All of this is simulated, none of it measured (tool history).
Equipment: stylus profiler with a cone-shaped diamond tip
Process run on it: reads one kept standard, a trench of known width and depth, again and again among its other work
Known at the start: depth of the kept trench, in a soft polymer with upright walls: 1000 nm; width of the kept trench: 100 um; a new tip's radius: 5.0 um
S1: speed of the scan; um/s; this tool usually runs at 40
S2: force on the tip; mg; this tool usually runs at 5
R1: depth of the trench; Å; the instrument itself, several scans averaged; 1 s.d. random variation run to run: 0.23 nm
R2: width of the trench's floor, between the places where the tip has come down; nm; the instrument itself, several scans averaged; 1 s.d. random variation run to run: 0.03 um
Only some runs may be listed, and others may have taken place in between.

Run 1, day 0: usual settings. Result: R1 10312.1 Å, R2 92980 nm.
Run 2, day 2.988: usual settings. Result: R1 10307 Å, R2 92940 nm.
Run 3, day 6.942: usual settings. Result: R1 10307.5 Å, R2 93000 nm.
Run 4, day 10.808: usual settings. Result: R1 10314 Å, R2 92950 nm.
Run 5, day 15.012: usual settings. Result: R1 10317.4 Å, R2 92890 nm.
Run 6, day 18.946: usual settings but S2 10.25 mg. Result: R1 10468.1 Å, R2 92870 nm.
Run 7, day 21.85: usual settings but S2 10.25 mg. Result: R1 10469.1 Å, R2 92830 nm.
Run 8, day 24.992: usual settings but S2 10.25 mg. Result: R1 10467.8 Å, R2 92840 nm.
Run 9, day 28.233: usual settings but S1 61 um/s. Result: R1 10327.2 Å, R2 92760 nm.
Run 10, day 31.017: usual settings but S2 3.11 mg. Result: R1 10257 Å, R2 92750 nm.
Run 11, day 36.008: usual settings but S2 3.11 mg. Result: R1 10265 Å, R2 92690 nm.
Run 12, day 40.712: usual settings but S2 3.11 mg. Result: R1 10266.7 Å, R2 92700 nm.
Run 13, day 44.133: usual settings but S2 3.11 mg. Result: R1 10270.2 Å, R2 92630 nm.
Run 14, day 48.454: usual settings but S2 3.11 mg. Result: R1 10273.7 Å, R2 92630 nm.
Run 15, day 52.379: usual settings but S2 3.11 mg. Result: R1 10277.5 Å, R2 92570 nm.
Run 16, day 56.146: usual settings but S2 3.11 mg. Result: R1 10276.8 Å, R2 92540 nm.
Run 17, day 58.525: usual settings. Result: R1 10343.7 Å, R2 92580 nm.
Run 18, day 61.333: usual settings. Result: R1 10345.9 Å, R2 92500 nm.
Run 19, day 66.083: usual settings. Result: R1 10348.6 Å, R2 92440 nm.
Run 20, day 68.462: usual settings. Result: R1 10354.8 Å, R2 92420 nm.
Run 21, day 70.908: usual settings but S2 12.49 mg. Result: R1 10558.6 Å, R2 92430 nm.
Run 22, day 73.112: usual settings but S1 13 um/s, S2 12.49 mg. Result: R1 10564.8 Å, R2 92480 nm.
Run 23, day 75.208: usual settings. Result: R1 10354.8 Å, R2 92400 nm.
At day 75.675: height scale calibrated on a step standard.
Run 24, day 78.046: usual settings. Result: R1 10242 Å, R2 92430 nm.
Run 25, day 83.079: usual settings. Result: R1 10239.6 Å, R2 92320 nm.
Run 26, day 87.412: usual settings. Result: R1 10248 Å, R2 92300 nm.
Run 27, day 90.812: usual settings. Result: R1 10245.1 Å, R2 92330 nm.
Run 28, day 95.45: usual settings but S1 42 um/s, S2 7.04 mg. Result: R1 10311.4 Å, R2 92300 nm.
Run 29, day 98.388: usual settings but S1 42 um/s, S2 7.04 mg. Result: R1 10313.4 Å, R2 92270 nm.
Run 30, day 103.058: usual settings but S1 26 um/s, S2 3.87 mg. Result: R1 10218.6 Å, R2 92210 nm.
Run 31, day 106.996: usual settings but S1 36 um/s, S2 5.48 mg. Result: R1 10277.6 Å, R2 92180 nm.
Run 32, day 110.462: usual settings but S1 36 um/s, S2 5.48 mg. Result: R1 10277.6 Å, R2 92200 nm.
Run 33, day 113.604: usual settings but S1 23 um/s, S2 13.06 mg. Result: R1 10484.2 Å, R2 92120 nm.
Run 34, day 116.304: usual settings but S1 23 um/s, S2 14.44 mg. Result: R1 10521.6 Å, R2 92180 nm.
Run 35, day 121.008: usual settings but S1 13 um/s, S2 2.53 mg. Result: R1 10185 Å, R2 92110 nm.
Run 36, day 124.283: usual settings but S1 64 um/s, S2 11.07 mg. Result: R1 10443.6 Å, R2 92060 nm.
Run 37, day 126.562: usual settings but S1 22 um/s, S2 3.25 mg. Result: R1 10211.7 Å, R2 92040 nm.
Run 38, day 130.504: usual settings but S1 22 um/s, S2 3.25 mg. Result: R1 10214.5 Å, R2 91990 nm.
Run 39, day 134.779: usual settings but S1 12 um/s, S2 9.26 mg. Result: R1 10393.8 Å, R2 92030 nm.
Run 40, day 137.4: usual settings but S2 8.68 mg. Result: R1 10386.8 Å, R2 91930 nm.
Run 41, day 141.746: usual settings but S2 8.68 mg. Result: R1 10386.7 Å, R2 91960 nm.
Run 42, day 146.033: usual settings but S2 8.68 mg. Result: R1 10391.9 Å, R2 91860 nm.
Run 43, day 150.508: usual settings but S2 8.68 mg. Result: R1 10397.4 Å, R2 91860 nm.
Run 44, day 153.208: usual settings but S1 14 um/s. Result: R1 10292.7 Å, R2 91830 nm.
Run 45, day 155.454: usual settings but S1 12 um/s, S2 6.94 mg. Result: R1 10349.8 Å, R2 91900 nm.
Run 46, day 158.683: usual settings but S1 37 um/s. Result: R1 10296.4 Å, R2 91820 nm.

Hidden state or all else? Some run-to-run changes of R1, split into what the settings, what came in and random variation would give without the hidden state, and what is left for the hidden state (with any gauge scatter that isn't in both results):
Hidden state present: radius of the tip, um; height scale over the true one, %; drift of the gauge itself on depth_nm, %; drift of the gauge itself on floor_um, %.
Run 5 -> 6: S2 5 -> 10.25. R1 +150.7 Å: hidden state +3.7, all else +147.
Run 20 -> 21: S2 5 -> 12.49. R1 +203.8 Å: hidden state +3.7, all else +200.1.
Run 23 -> 24: height scale calibrated on a step standard. R1 -112.8 Å: hidden state -115.3, all else +2.5.
Run 34 -> 35: S1 23 -> 13, S2 14.44 -> 2.53. R1 -336.6 Å: hidden state +2.2, all else -338.8.
Run 35 -> 36: S1 13 -> 64, S2 2.53 -> 11.07. R1 +258.6 Å: hidden state +2.9, all else +255.7.
Run 36 -> 37: S1 64 -> 22, S2 11.07 -> 3.25. R1 -231.9 Å: hidden state +0.7, all else -232.6.
